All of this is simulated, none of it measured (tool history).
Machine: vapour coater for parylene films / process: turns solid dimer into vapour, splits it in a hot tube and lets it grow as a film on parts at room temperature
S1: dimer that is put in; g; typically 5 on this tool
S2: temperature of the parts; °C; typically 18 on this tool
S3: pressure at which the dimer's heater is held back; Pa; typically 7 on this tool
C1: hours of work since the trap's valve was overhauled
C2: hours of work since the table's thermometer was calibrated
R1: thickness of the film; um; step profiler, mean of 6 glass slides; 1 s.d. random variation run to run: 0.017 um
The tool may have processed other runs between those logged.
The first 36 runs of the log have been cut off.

run	hour	S1	S2	S3	C1	C2	R1
37	1546.1	5	16	2.51	328	424	1.58
38	1589.9	4	27	2.39	365	461	0.79
# hour 1610.5: trap's valve overhauled
39	1631.4	4	11	2.39	18	493	1.76
40	1683.2	2	25	7	62	537	0.37
41	1737.6	4	23	4.93	108	584	0.89
42	1765.4	5	18	10.75	132	607	1.18
43	1820.9	5	25	4.47	179	654	1.03
44	1868.6	7	25	4.47	220	695	1.44
45	1914.9	3	19	7.16	259	734	0.68
46	1975.8	3	19	7.16	311	786	0.66
47	2028.1	5	14	2.08	355	831	1.72

Consider 3 possible next runs. They are alternatives, not a sequence: every one starts from the tool as it was left by run 47. What does each give?
# hour 2063.3: trap's valve overhauled
A	2076.7	5	14	2.84	11	869	?
# hour 2063.3: trap's valve overhauled
B	2076.7	5	11	5.1	11	869	?
# hour 2063.3: trap's valve overhauled
C	2076.7	6	14	2.08	11	869	?

run	R1
A	1.88
B	1.92
C	2.36
With the hidden condition removed and each run's random variation left untouched, the same runs would have given:
run	R1
A	1.93
B	1.96
C	2.41
